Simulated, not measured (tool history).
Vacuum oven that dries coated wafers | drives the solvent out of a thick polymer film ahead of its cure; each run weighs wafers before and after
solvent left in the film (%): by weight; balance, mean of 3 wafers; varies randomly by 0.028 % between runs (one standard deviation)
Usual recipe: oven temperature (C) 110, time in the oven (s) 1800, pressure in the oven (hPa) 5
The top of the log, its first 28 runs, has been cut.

run 29 hour=273.8 | oven_temperature_(C)=116 time_in_the_oven_(s)=2400 pressure_in_the_oven_(hPa)=4.51 | solvent_left_in_the_film_(%)=0.39
run 30 hour=285.8 | oven_temperature_(C)=110 time_in_the_oven_(s)=2040 pressure_in_the_oven_(hPa)=4.09 | solvent_left_in_the_film_(%)=0.94
run 31 hour=297.3 | oven_temperature_(C)=110 time_in_the_oven_(s)=2040 pressure_in_the_oven_(hPa)=4.09 | solvent_left_in_the_film_(%)=0.93
run 32 hour=305.1 | oven_temperature_(C)=105 time_in_the_oven_(s)=2040 pressure_in_the_oven_(hPa)=14.73 | solvent_left_in_the_film_(%)=2.24
run 33 hour=316.6 | oven_temperature_(C)=101 time_in_the_oven_(s)=1800 pressure_in_the_oven_(hPa)=2.51 | solvent_left_in_the_film_(%)=3.06
run 34 hour=327.7 | oven_temperature_(C)=101 time_in_the_oven_(s)=1800 pressure_in_the_oven_(hPa)=2.51 | solvent_left_in_the_film_(%)=3.07
run 35 hour=335.6 | oven_temperature_(C)=115 time_in_the_oven_(s)=900 pressure_in_the_oven_(hPa)=8.08 | solvent_left_in_the_film_(%)=2.8
run 36 hour=342.4 | oven_temperature_(C)=110 time_in_the_oven_(s)=2700 pressure_in_the_oven_(hPa)=9.07 | solvent_left_in_the_film_(%)=0.82
run 37 hour=349.3 | oven_temperature_(C)=110 time_in_the_oven_(s)=2700 pressure_in_the_oven_(hPa)=9.07 | solvent_left_in_the_film_(%)=0.76
run 38 hour=356.7 | oven_temperature_(C)=110 time_in_the_oven_(s)=900 pressure_in_the_oven_(hPa)=4.62 | solvent_left_in_the_film_(%)=4.09
run 39 hour=365.3 | oven_temperature_(C)=97 time_in_the_oven_(s)=3000 pressure_in_the_oven_(hPa)=5 | solvent_left_in_the_film_(%)=2.13
run 40 hour=373.7 | oven_temperature_(C)=97 time_in_the_oven_(s)=3000 pressure_in_the_oven_(hPa)=5 | solvent_left_in_the_film_(%)=2.1
run 41 hour=382.8 | oven_temperature_(C)=110 time_in_the_oven_(s)=2760 pressure_in_the_oven_(hPa)=9.73 | solvent_left_in_the_film_(%)=0.83
run 42 hour=395 | oven_temperature_(C)=110 time_in_the_oven_(s)=2760 pressure_in_the_oven_(hPa)=9.73 | solvent_left_in_the_film_(%)=0.81
run 43 hour=400.5 | oven_temperature_(C)=110 time_in_the_oven_(s)=2760 pressure_in_the_oven_(hPa)=9.73 | solvent_left_in_the_film_(%)=0.79
run 44 hour=406.6 | oven_temperature_(C)=112 time_in_the_oven_(s)=2280 pressure_in_the_oven_(hPa)=9.73 | solvent_left_in_the_film_(%)=0.83
run 45 hour=414.2 | oven_temperature_(C)=112 time_in_the_oven_(s)=2280 pressure_in_the_oven_(hPa)=9.73 | solvent_left_in_the_film_(%)=0.83
run 46 hour=422.6 | oven_temperature_(C)=112 time_in_the_oven_(s)=2280 pressure_in_the_oven_(hPa)=9.73 | solvent_left_in_the_film_(%)=0.85
run 47 hour=433.1 | oven_temperature_(C)=102 time_in_the_oven_(s)=2280 pressure_in_the_oven_(hPa)=9.73 | solvent_left_in_the_film_(%)=2.35

What if the next run were any one of these 3? Each begins from the tool's condition after run 47:
-- hour=437 vacuum gauge cleaned of residue and calibrated
run A hour=440.6 | oven_temperature_(C)=95 time_in_the_oven_(s)=1440 pressure_in_the_oven_(hPa)=3 | solvent_left_in_the_film_(%)=?
-- hour=437 vacuum gauge cleaned of residue and calibrated
run B hour=440.6 | oven_temperature_(C)=98 time_in_the_oven_(s)=2280 pressure_in_the_oven_(hPa)=8.02 | solvent_left_in_the_film_(%)=?
-- hour=437 vacuum gauge cleaned of residue and calibrated
run C hour=440.6 | oven_temperature_(C)=110 time_in_the_oven_(s)=2580 pressure_in_the_oven_(hPa)=5 | solvent_left_in_the_film_(%)=?

run=A solvent_left_in_the_film_(%)=6.15
run=B solvent_left_in_the_film_(%)=2.97
run=C solvent_left_in_the_film_(%)=0.44
With the hidden condition removed and each run's random variation left untouched, the same runs would have given:
run=A solvent_left_in_the_film_(%)=5.9
run=B solvent_left_in_the_film_(%)=2.78
run=C solvent_left_in_the_film_(%)=0.4
